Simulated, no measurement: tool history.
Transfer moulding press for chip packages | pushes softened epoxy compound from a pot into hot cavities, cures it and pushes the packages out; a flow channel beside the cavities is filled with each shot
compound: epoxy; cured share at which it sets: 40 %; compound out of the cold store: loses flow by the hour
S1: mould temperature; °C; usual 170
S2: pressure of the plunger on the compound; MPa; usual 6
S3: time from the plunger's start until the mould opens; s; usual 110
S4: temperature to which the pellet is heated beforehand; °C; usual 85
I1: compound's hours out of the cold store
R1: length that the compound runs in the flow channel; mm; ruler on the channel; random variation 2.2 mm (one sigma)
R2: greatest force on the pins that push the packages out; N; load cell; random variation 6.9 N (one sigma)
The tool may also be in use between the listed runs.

run 1 hour=0 | S1=170 S2=6 S3=110 S4=85 | I1=28 | R1=530 R2=323
run 2 hour=11.9 | S1=170 S2=6 S3=110 S4=85 | I1=45.8 | R1=503 R2=377
run 3 hour=24.8 | S1=170 S2=6 S3=110 S4=85 | I1=19.2 | R1=547 R2=431
run 4 hour=52.6 | S1=170 S2=6 S3=110 S4=85 | I1=10.1 | R1=556 R2=507
run 5 hour=77.8 | S1=170 S2=6 S3=94 S4=85 | I1=27.7 | R1=530 R2=603
-- hour=99.7 cavities cleaned with cleaning compound and waxed
run 6 hour=107.5 | S1=170 S2=6 S3=94 S4=85 | I1=17.1 | R1=543 R2=380
run 7 hour=119.7 | S1=170 S2=6 S3=94 S4=85 | I1=23 | R1=530 R2=462
run 8 hour=140.4 | S1=170 S2=6 S3=94 S4=85 | I1=47 | R1=493 R2=520
run 9 hour=154.3 | S1=170 S2=6 S3=94 S4=85 | I1=22.4 | R1=531 R2=572
run 10 hour=176.8 | S1=169 S2=6 S3=94 S4=85 | I1=22.7 | R1=533 R2=654
run 11 hour=199.5 | S1=169 S2=6 S3=94 S4=85 | I1=23.4 | R1=529 R2=663
-- hour=206 cavities cleaned with cleaning compound and waxed
run 12 hour=220.3 | S1=169 S2=6 S3=94 S4=85 | I1=27.2 | R1=526 R2=416
run 13 hour=248.8 | S1=169 S2=6 S3=94 S4=85 | I1=26.1 | R1=520 R2=524
run 14 hour=271.3 | S1=169 S2=6 S3=94 S4=85 | I1=42.3 | R1=495 R2=591
run 15 hour=282.9 | S1=170 S2=5.93 S3=110 S4=85 | I1=31.5 | R1=512 R2=523
run 16 hour=301.1 | S1=170 S2=5.93 S3=110 S4=85 | I1=11.7 | R1=544 R2=542
-- hour=306.2 plunger's sealing rings changed
-- hour=314.9 cavities cleaned with cleaning compound and waxed
run 17 hour=333 | S1=169 S2=6.68 S3=103 S4=85 | I1=39.9 | R1=542 R2=375
run 18 hour=354.7 | S1=169 S2=6.06 S3=97 S4=85 | I1=43.9 | R1=505 R2=485
run 19 hour=369.7 | S1=170 S2=6 S3=110 S4=85 | I1=43.9 | R1=506 R2=475
run 20 hour=383.4 | S1=171 S2=5.3 S3=133 S4=82 | I1=21.8 | R1=499 R2=492
run 21 hour=398 | S1=171 S2=5.49 S3=133 S4=82 | I1=35.6 | R1=489 R2=503
run 22 hour=418.8 | S1=167 S2=7.48 S3=148 S4=82 | I1=14.4 | R1=614 R2=532
-- hour=422.7 cavities cleaned with cleaning compound and waxed
run 23 hour=447.2 | S1=167 S2=7.48 S3=148 S4=82 | I1=46.7 | R1=556 R2=395
run 24 hour=473.7 | S1=167 S2=7.48 S3=148 S4=91 | I1=44.2 | R1=567 R2=444
run 25 hour=499.1 | S1=167 S2=7.48 S3=148 S4=81 | I1=43.8 | R1=561 R2=490
run 26 hour=524.9 | S1=164 S2=7.01 S3=148 S4=90 | I1=38.6 | R1=557 R2=528
-- hour=530 cavities cleaned with cleaning compound and waxed
run 27 hour=547.9 | S1=164 S2=7.01 S3=148 S4=90 | I1=9.1 | R1=613 R2=367
run 28 hour=559.9 | S1=164 S2=7.01 S3=148 S4=90 | I1=39.1 | R1=558 R2=411

Forecast each of these 5 alternatives for the next run:
run A hour=586.4 | S1=162 S2=6 S3=116 S4=85 | I1=14 | R1=? R2=?
run B hour=586.4 | S1=163 S2=5.31 S3=110 S4=85 | I1=18.5 | R1=? R2=?
run C hour=586.4 | S1=177 S2=7.01 S3=134 S4=90 | I1=38.6 | R1=? R2=?
run D hour=586.4 | S1=170 S2=4.62 S3=133 S4=85 | I1=22.6 | R1=? R2=?
run E hour=586.4 | S1=170 S2=6 S3=96 S4=78 | I1=9.7 | R1=? R2=?

run=A R1=558 R2=638
run=B R1=519 R2=639
run=C R1=534 R2=476
run=D R1=467 R2=478
run=E R1=552 R2=571
Without the tool's hidden state the same runs would have given:
run=A R1=570 R2=370
run=B R1=530 R2=370
run=C R1=545 R2=269
run=D R1=477 R2=269
run=E R1=564 R2=330
